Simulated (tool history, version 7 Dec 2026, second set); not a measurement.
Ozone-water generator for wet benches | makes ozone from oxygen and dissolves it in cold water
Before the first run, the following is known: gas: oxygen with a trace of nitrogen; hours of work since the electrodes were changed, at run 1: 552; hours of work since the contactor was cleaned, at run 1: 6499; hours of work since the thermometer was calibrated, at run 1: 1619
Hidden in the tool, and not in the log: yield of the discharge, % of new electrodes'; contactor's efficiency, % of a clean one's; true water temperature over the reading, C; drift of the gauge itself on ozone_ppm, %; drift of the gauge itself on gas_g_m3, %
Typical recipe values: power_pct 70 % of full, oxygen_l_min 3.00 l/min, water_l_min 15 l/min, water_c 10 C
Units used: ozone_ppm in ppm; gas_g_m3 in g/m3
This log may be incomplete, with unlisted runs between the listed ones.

| run | hour | power_pct | oxygen_l_min | water_l_min | water_c | hours of work since the electrodes were changed | hours of work since the contactor was cleaned | hours of work since the thermometer was calibrated | ozone_ppm | gas_g_m3 |
|---|---|---|---|---|---|---|---|---|---|---|
| 1 | 0.0 | 70 | 3.00 | 15 | 10 | 552 | 6499 | 1619 | 25.0 | 236.9 |
| 2 | 23.0 | 70 | 3.00 | 15 | 10 | 568 | 6515 | 1635 | 25.1 | 237.7 |
| 3 | 59.2 | 70 | 3.00 | 15 | 10 | 593 | 6540 | 1660 | 25.2 | 238.3 |
| 4 | 82.3 | 65 | 3.00 | 15 | 10 | 609 | 6555 | 1675 | 23.6 | 222.9 |
| 5 | 106.1 | 65 | 3.00 | 15 | 10 | 625 | 6572 | 1692 | 23.4 | 224.3 |
| 6 | 148.1 | 65 | 3.00 | 15 | 10 | 653 | 6600 | 1720 | 23.4 | 224.7 |
| 7 | 189.8 | 65 | 4.57 | 17 | 10 | 682 | 6629 | 1749 | 24.5 | 195.6 |
| 8 | 214.8 | 87 | 4.57 | 17 | 9 | 699 | 6646 | 1766 | 31.1 | 249.0 |

Expected results for the next run?
| 9 | 252.1 | 87 | 4.57 | 17 | 9 | 724 | 6671 | 1791 | ? | ? |

{"run 9": {"ozone_ppm": 31.0, "gas_g_m3": 248.4}}
If the tool had no hidden condition, the same run with the same run-to-run variation would have returned ozone_ppm 31.0 ppm, gas_g_m3 249.7 g/m3.

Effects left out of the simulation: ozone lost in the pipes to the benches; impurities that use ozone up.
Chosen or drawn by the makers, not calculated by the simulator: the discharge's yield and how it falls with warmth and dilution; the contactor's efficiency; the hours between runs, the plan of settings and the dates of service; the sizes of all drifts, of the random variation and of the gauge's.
